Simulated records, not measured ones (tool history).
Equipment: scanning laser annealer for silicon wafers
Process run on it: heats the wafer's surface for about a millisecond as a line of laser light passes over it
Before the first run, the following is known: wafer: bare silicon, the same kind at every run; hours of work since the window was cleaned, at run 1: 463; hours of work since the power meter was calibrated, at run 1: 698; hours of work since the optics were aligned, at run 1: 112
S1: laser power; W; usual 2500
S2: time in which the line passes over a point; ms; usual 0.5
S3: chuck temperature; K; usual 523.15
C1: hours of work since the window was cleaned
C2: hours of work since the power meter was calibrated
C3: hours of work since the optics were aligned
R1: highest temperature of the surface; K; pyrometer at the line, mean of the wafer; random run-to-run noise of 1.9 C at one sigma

{"run": 1, "hour": 0.0, "S1": 2500, "S2": 0.5, "S3": 523.15, "C1": 463, "C2": 698, "C3": 112, "R1": 1338.15}
{"run": 2, "hour": 32.4, "S1": 2500, "S2": 0.5, "S3": 523.15, "C1": 482, "C2": 716, "C3": 130, "R1": 1334.15}
{"run": 3, "hour": 60.3, "S1": 2500, "S2": 0.5, "S3": 527.15, "C1": 498, "C2": 733, "C3": 147, "R1": 1339.15}
{"run": 4, "hour": 84.4, "S1": 2614, "S2": 0.5, "S3": 527.15, "C1": 512, "C2": 747, "C3": 161, "R1": 1377.15}
{"run": 5, "hour": 103.5, "S1": 2287, "S2": 0.5, "S3": 523.15, "C1": 523, "C2": 758, "C3": 172, "R1": 1268.15}
{"run": 6, "hour": 140.3, "S1": 2287, "S2": 0.5, "S3": 523.15, "C1": 544, "C2": 779, "C3": 193, "R1": 1264.15}
{"run": 7, "hour": 157.1, "S1": 2500, "S2": 0.581, "S3": 523.15, "C1": 554, "C2": 789, "C3": 203, "R1": 1397.15}
{"hour": 173.4, "done": "window over the wafer cleaned"}
{"run": 8, "hour": 189.6, "S1": 2500, "S2": 0.581, "S3": 523.15, "C1": 9, "C2": 807, "C3": 221, "R1": 1434.15}
{"run": 9, "hour": 228.0, "S1": 2500, "S2": 0.5, "S3": 523.15, "C1": 32, "C2": 829, "C3": 243, "R1": 1363.15}
{"run": 10, "hour": 249.6, "S1": 2500, "S2": 0.5, "S3": 523.15, "C1": 44, "C2": 842, "C3": 256, "R1": 1364.15}
{"run": 11, "hour": 267.3, "S1": 2500, "S2": 0.5, "S3": 523.15, "C1": 55, "C2": 852, "C3": 266, "R1": 1362.15}
{"run": 12, "hour": 289.7, "S1": 2500, "S2": 0.5, "S3": 492.15, "C1": 68, "C2": 865, "C3": 279, "R1": 1334.15}
{"run": 13, "hour": 315.9, "S1": 2500, "S2": 0.5, "S3": 523.15, "C1": 83, "C2": 880, "C3": 294, "R1": 1362.15}
{"run": 14, "hour": 344.6, "S1": 2500, "S2": 0.5, "S3": 523.15, "C1": 100, "C2": 897, "C3": 311, "R1": 1361.15}
{"run": 15, "hour": 374.4, "S1": 2500, "S2": 0.5, "S3": 523.15, "C1": 117, "C2": 914, "C3": 328, "R1": 1360.15}
{"run": 16, "hour": 393.3, "S1": 2500, "S2": 0.5, "S3": 523.15, "C1": 128, "C2": 925, "C3": 339, "R1": 1358.15}
{"run": 17, "hour": 425.7, "S1": 2500, "S2": 0.5, "S3": 523.15, "C1": 147, "C2": 944, "C3": 358, "R1": 1358.15}
{"run": 18, "hour": 448.8, "S1": 2500, "S2": 0.402, "S3": 523.15, "C1": 160, "C2": 958, "C3": 372, "R1": 1267.15}
{"run": 19, "hour": 478.8, "S1": 2500, "S2": 0.402, "S3": 523.15, "C1": 178, "C2": 975, "C3": 389, "R1": 1266.15}
{"run": 20, "hour": 502.0, "S1": 2500, "S2": 0.5, "S3": 523.15, "C1": 191, "C2": 989, "C3": 403, "R1": 1355.15}
{"run": 21, "hour": 523.3, "S1": 2289, "S2": 0.5, "S3": 523.15, "C1": 204, "C2": 1001, "C3": 415, "R1": 1289.15}
{"run": 22, "hour": 547.3, "S1": 2289, "S2": 0.423, "S3": 519.15, "C1": 218, "C2": 1015, "C3": 429, "R1": 1219.15}
{"run": 23, "hour": 568.7, "S1": 2289, "S2": 0.423, "S3": 519.15, "C1": 230, "C2": 1027, "C3": 441, "R1": 1216.15}
{"run": 24, "hour": 600.8, "S1": 2165, "S2": 0.423, "S3": 519.15, "C1": 249, "C2": 1046, "C3": 460, "R1": 1180.15}

For run 25, what comes out?
{"run": 25, "hour": 628.1, "S1": 2527, "S2": 0.423, "S3": 537.15, "C1": 265, "C2": 1062, "C3": 476, "R1": "?"}

Run 25 measured R1 1301.15 K.
Were there no unlogged condition in the tool, this run, its random variation unchanged, would have produced R1 1314.15 K.
